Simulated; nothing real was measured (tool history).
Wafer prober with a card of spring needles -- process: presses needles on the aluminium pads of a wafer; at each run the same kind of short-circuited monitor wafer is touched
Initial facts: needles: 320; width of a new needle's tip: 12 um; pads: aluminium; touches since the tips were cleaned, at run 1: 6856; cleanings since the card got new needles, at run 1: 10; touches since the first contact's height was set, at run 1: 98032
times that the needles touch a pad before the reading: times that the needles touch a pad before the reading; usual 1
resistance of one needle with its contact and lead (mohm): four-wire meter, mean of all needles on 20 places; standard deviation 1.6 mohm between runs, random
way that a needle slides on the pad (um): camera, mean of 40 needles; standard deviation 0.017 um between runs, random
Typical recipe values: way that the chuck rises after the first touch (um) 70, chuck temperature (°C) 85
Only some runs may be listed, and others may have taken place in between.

run	day	way that the chuck rises after the first touch (um)	chuck temperature (°C)	times that the needles touch a pad before the reading	touches since the tips were cleaned	cleanings since the card got new needles	touches since the first contact's height was set	resistance of one needle with its contact and lead (mohm)	way that a needle slides on the pad (um)
1	0	70	85	1	6856	10	98032	151	10.06
# day 0.296: tips cleaned on abrasive film
# day 1.225: tips cleaned on abrasive film
# day 2.1: tips cleaned on abrasive film
2	2.562	70	85	1	5107	13	126103	152	10.14
# day 2.996: tips cleaned on abrasive film
# day 3.908: tips cleaned on abrasive film
3	3.946	70	85	1	384	15	141228	152	10.13
# day 4.083: height of the first contact set anew
# day 4.779: tips cleaned on abrasive film
# day 5.588: tips cleaned on abrasive film
4	5.721	70	120	1	1445	17	17933	158	10.1
# day 6.512: tips cleaned on abrasive film
# day 7.412: tips cleaned on abrasive film
5	7.808	70	120	1	4354	19	40843	158	10.14
# day 8.358: tips cleaned on abrasive film
# day 9.167: tips cleaned on abrasive film
# day 9.971: tips cleaned on abrasive film
6	10.421	70	120	1	4963	22	69460	161	10.16
# day 10.821: tips cleaned on abrasive film
# day 11.725: tips cleaned on abrasive film
7	12.488	70	52	1	8394	24	92084	146	10.2
# day 12.646: tips cleaned on abrasive film
# day 13.571: tips cleaned on abrasive film
# day 14.446: tips cleaned on abrasive film
8	14.754	70	52	1	3412	27	116929	146	10.19
# day 15.267: tips cleaned on abrasive film
# day 16.175: tips cleaned on abrasive film
9	16.175	70	52	2	0	29	132461	146	10.21
# day 17.133: tips cleaned on abrasive film
# day 17.146: height of the first contact set anew
10	17.575	70	52	2	4690	30	4690	147	10.21
# day 17.942: tips cleaned on abrasive film
# day 18.9: tips cleaned on abrasive film
11	19.321	70	85	2	4643	32	23850	152	10.23
# day 19.7: tips cleaned on abrasive film
# day 20.546: tips cleaned on abrasive film
# day 21.483: tips cleaned on abrasive film
12	21.571	70	85	2	974	35	48462	154	10.23
# day 22.35: tips cleaned on abrasive film
# day 23.204: tips cleaned on abrasive film
# day 24.038: tips cleaned on abrasive film
13	24.038	70	85	2	0	38	75473	152	10.3
# day 24.967: tips cleaned on abrasive film
# day 25.879: tips cleaned on abrasive film
14	26.633	70	85	2	8274	40	103946	151	10.31
# day 26.833: tips cleaned on abrasive film
# day 27.683: tips cleaned on abrasive film
15	28.279	53	56	1	6563	42	121993	152	7.8
# day 28.479: tips cleaned on abrasive film
# day 29.308: tips cleaned on abrasive film
16	29.788	53	56	1	5262	44	138493	154	7.84
# day 30.104: tips cleaned on abrasive film
# day 30.117: height of the first contact set anew
# day 30.954: tips cleaned on abrasive film
17	31.575	70	46	2	6822	46	15999	146	10.32
# day 31.892: gauge calibrated
# day 31.896: tips cleaned on abrasive film
# day 32.7: tips cleaned on abrasive film
18	32.7	85	80	1	0	48	28317	148	12.25
# day 33.5: tips cleaned on abrasive film
# day 34.4: tips cleaned on abrasive film
# day 35.317: tips cleaned on abrasive film
19	35.321	85	80	1	65	51	57033	148	12.24
# day 36.288: tips cleaned on abrasive film
# day 37.171: tips cleaned on abrasive film
20	37.329	85	80	1	1763	53	79036	149	12.29
# day 37.971: tips cleaned on abrasive film
# day 38.762: tips cleaned on abrasive film
# day 39.638: tips cleaned on abrasive film
21	39.971	70	95	1	3663	56	107973	155	10.13
# day 40.592: tips cleaned on abrasive film
# day 41.412: tips cleaned on abrasive film
22	41.471	70	58	1	672	58	124398	148	10.16
# day 42.229: tips cleaned on abrasive film
23	42.679	60	51	1	4959	59	137634	147	8.69
# day 43.021: tips cleaned on abrasive film
# day 43.229: height of the first contact set anew
# day 43.888: tips cleaned on abrasive film
# day 44.717: tips cleaned on abrasive film
24	44.721	64	85	2	52	62	16306	156	9.33
# day 45.621: tips cleaned on abrasive film
25	46.221	52	85	1	6592	63	32766	155	7.55
# day 46.45: tips cleaned on abrasive film
# day 47.429: tips cleaned on abrasive film
# day 48.279: tips cleaned on abrasive film
26	48.562	81	70	1	3133	66	58421	148	11.83
# day 49.146: tips cleaned on abrasive film
# day 49.958: tips cleaned on abrasive film
27	50.329	62	27	3	4059	68	77767	144	9.07
# day 50.783: tips cleaned on abrasive film
# day 51.708: tips cleaned on abrasive film
28	52.317	76	58	2	6701	70	99546	147	11.14

Below are 4 alternative next runs, each starting from the tool's condition after run 28. Predict each:
# day 52.508: tips cleaned on abrasive film
# day 53.317: tips cleaned on abrasive film
# day 54.154: tips cleaned on abrasive film
A	54.154	71	48	2	0	73	119649	?	?
# day 52.508: tips cleaned on abrasive film
# day 53.317: tips cleaned on abrasive film
# day 54.154: tips cleaned on abrasive film
B	54.154	70	85	3	0	73	119649	?	?
# day 52.508: tips cleaned on abrasive film
# day 53.317: tips cleaned on abrasive film
# day 54.154: tips cleaned on abrasive film
C	54.154	86	96	1	0	73	119649	?	?
# day 52.508: tips cleaned on abrasive film
# day 53.317: tips cleaned on abrasive film
# day 54.154: tips cleaned on abrasive film
D	54.154	72	58	2	0	73	119649	?	?

run	resistance of one needle with its contact and lead (mohm)	way that a needle slides on the pad (um)
A	146	10.4
B	154	10.25
C	149	12.61
D	147	10.57
With the hidden condition removed and each run's random variation left untouched, the same runs would have given:
run	resistance of one needle with its contact and lead (mohm)	way that a needle slides on the pad (um)
A	146	10.21
B	154	10.06
C	149	12.38
D	147	10.38
